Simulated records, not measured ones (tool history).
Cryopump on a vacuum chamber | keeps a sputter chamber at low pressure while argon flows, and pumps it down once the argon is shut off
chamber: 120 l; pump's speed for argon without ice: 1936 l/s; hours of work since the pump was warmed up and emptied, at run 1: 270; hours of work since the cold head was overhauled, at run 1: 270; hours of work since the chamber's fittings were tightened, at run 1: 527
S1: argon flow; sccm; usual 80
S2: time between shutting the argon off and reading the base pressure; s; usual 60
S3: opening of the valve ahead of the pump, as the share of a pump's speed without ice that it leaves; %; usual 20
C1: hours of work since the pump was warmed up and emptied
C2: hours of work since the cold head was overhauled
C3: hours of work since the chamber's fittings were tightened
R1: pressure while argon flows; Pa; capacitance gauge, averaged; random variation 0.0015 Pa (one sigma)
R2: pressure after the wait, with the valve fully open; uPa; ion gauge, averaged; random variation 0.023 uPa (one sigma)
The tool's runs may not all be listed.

run	hour	S1	S2	S3	C1	C2	C3	R1	R2
1	0.0	80	60	20	270	270	527	0.3589	0.84
2	11.7	80	60	20	277	277	534	0.3575	0.83
3	29.0	80	60	20	287	287	544	0.3626	0.87
4	46.5	80	60	20	297	297	554	0.3583	0.83
5	57.9	80	125	20	303	303	560	0.3596	0.55
6	71.0	80	125	20	311	311	568	0.3599	0.56

The next listed run, before its measurement:
7	80.2	46	60	20	316	316	573	?	?

Run 7 gave R1 0.2058 Pa, R2 0.86 uPa.
Without the tool's hidden state the same run would have given R1 0.1994 Pa, R2 0.72 uPa.
